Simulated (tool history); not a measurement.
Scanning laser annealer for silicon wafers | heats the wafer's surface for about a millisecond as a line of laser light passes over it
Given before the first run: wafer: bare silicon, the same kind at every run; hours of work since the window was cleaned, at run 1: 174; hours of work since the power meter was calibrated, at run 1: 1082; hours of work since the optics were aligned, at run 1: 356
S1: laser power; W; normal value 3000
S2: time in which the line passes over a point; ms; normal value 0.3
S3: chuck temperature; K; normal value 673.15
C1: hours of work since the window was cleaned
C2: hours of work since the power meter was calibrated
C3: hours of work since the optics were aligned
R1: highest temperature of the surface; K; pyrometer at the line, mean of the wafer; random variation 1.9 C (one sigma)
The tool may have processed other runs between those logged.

run,hour,S1,S2,S3,C1,C2,C3,R1
1,0,3000,0.3,673.15,174,1082,356,1518.15
2,51.9,3000,0.3,673.15,198,1106,381,1519.15
3,138.9,2638,0.3,673.15,240,1148,422,1395.15
4,218.6,2844,0.3,673.15,277,1185,460,1465.15
5,257.5,3000,0.327,673.15,296,1204,479,1554.15
6,342.7,3000,0.307,673.15,336,1244,519,1524.15
7,393.8,3000,0.307,673.15,361,1269,543,1525.15
# hour 435.8: window over the wafer cleaned
8,457.9,3000,0.218,673.15,11,1298,573,1404.15
9,500.9,3000,0.218,673.15,31,1319,593,1401.15
10,564.6,3000,0.218,673.15,61,1349,624,1400.15
11,649.2,3000,0.218,673.15,101,1389,664,1402.15
12,740.2,3000,0.3,673.15,145,1432,707,1514.15
13,809.7,3000,0.3,673.15,178,1465,740,1519.15
14,881.2,3000,0.267,673.15,212,1499,774,1471.15
15,933,3000,0.3,638.15,236,1524,799,1481.15
16,994.2,3000,0.3,638.15,265,1553,828,1482.15
17,1077.1,3000,0.3,688.15,305,1593,867,1527.15
18,1155.5,3000,0.338,688.15,342,1630,905,1580.15
19,1206.5,3000,0.338,709.15,366,1654,929,1601.15
# hour 1236.7: window over the wafer cleaned
20,1302.2,3000,0.3,673.15,31,1699,973,1515.15
# hour 1322.1: optics aligned, line set to its width
21,1391.6,2615,0.221,673.15,71,1739,33,1298.15
22,1460.8,3166,0.376,661.15,104,1772,66,1657.15
23,1535.6,2812,0.3,673.15,140,1807,101,1453.15
24,1621.4,3008,0.379,664.15,181,1848,142,1602.15
25,1676.3,2947,0.3,673.15,207,1874,168,1502.15
26,1720.7,2652,0.3,645.15,228,1895,189,1373.15
27,1802.7,3223,0.265,673.15,267,1934,228,1542.15
28,1896.9,3223,0.265,673.15,311,1979,273,1539.15
29,1977.4,2640,0.281,643.15,350,2017,311,1348.15
# hour 2044.1: window over the wafer cleaned
30,2071.1,2640,0.281,643.15,13,2061,355,1346.15
31,2109.3,2664,0.352,643.15,31,2079,373,1433.15
32,2159.4,2882,0.317,691.15,55,2103,397,1517.15
33,2210.9,2580,0.317,691.15,79,2127,422,1415.15
34,2268.3,2657,0.243,673.15,107,2155,449,1339.15
35,2344.3,2862,0.236,650.15,143,2191,485,1366.15
36,2419.7,2862,0.28,675.15,179,2227,521,1446.15
37,2480.1,3000,0.3,673.15,207,2255,549,1523.15
38,2574.2,3070,0.3,682.15,252,2300,594,1548.15
39,2627.6,3070,0.3,682.15,277,2325,620,1548.15
40,2691.2,3109,0.323,673.15,308,2356,650,1580.15

Branching from run 40: 4 alternative next runs. What would each branch give?
A,2753.2,3109,0.35,672.15,337,2385,679,?
B,2753.2,2576,0.267,710.15,337,2385,679,?
C,2753.2,3000,0.224,671.15,337,2385,679,?
D,2753.2,3109,0.323,647.15,337,2385,679,?

run,R1
A,1616.15
B,1379.15
C,1411.15
D,1556.15
With no hidden state in the tool, these same runs would have given:
run,R1
A,1616.15
B,1379.15
C,1412.15
D,1557.15
